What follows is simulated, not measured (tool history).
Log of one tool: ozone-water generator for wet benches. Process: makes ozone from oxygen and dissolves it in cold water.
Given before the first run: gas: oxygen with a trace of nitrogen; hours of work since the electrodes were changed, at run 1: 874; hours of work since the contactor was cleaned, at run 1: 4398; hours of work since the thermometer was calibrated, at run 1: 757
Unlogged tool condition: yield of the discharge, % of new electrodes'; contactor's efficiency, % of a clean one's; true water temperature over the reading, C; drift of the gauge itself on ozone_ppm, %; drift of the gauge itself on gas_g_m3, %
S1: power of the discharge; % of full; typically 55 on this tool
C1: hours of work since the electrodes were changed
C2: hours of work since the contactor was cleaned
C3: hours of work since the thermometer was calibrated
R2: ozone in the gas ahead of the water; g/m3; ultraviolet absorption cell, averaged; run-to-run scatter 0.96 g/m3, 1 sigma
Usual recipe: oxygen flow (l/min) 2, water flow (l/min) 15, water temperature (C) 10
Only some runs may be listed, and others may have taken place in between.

Run 1, hour 0.0: usual settings; C1 874; C2 4398; C3 757. Result: dissolved ozone (ppm) 9.7, R2 159.9 g/m3.
Run 2, hour 38.4: usual settings; C1 910; C2 4434; C3 793. Result: dissolved ozone (ppm) 9.8, R2 161.8 g/m3.
Run 3, hour 63.0: usual settings; C1 933; C2 4457; C3 817. Result: dissolved ozone (ppm) 9.8, R2 162.4 g/m3.
Run 4, hour 89.4: usual settings; C1 958; C2 4482; C3 841. Result: dissolved ozone (ppm) 9.9, R2 160.6 g/m3.
Run 5, hour 120.6: usual settings; C1 987; C2 4511; C3 871. Result: dissolved ozone (ppm) 9.9, R2 160.5 g/m3.
Run 6, hour 143.3: usual settings but S1 44 % of full; C1 1009; C2 4532; C3 892. Result: dissolved ozone (ppm) 8.3, R2 137.7 g/m3.
Run 7, hour 167.3: usual settings but S1 44 % of full; C1 1031; C2 4555; C3 914. Result: dissolved ozone (ppm) 8.3, R2 139.1 g/m3.

What will run 8 give?
Run 8, hour 195.6: usual settings but S1 44 % of full; C1 1058; C2 4581; C3 941. Result: dissolved ozone (ppm) ?, R2 ?.

Logged for run 8: dissolved ozone (ppm) 8.4, R2 137.4 g/m3.
Take away the tool's hidden state, keep the run-to-run variation as it was, and the same run would have given dissolved ozone (ppm) 9.1, R2 139.1 g/m3.
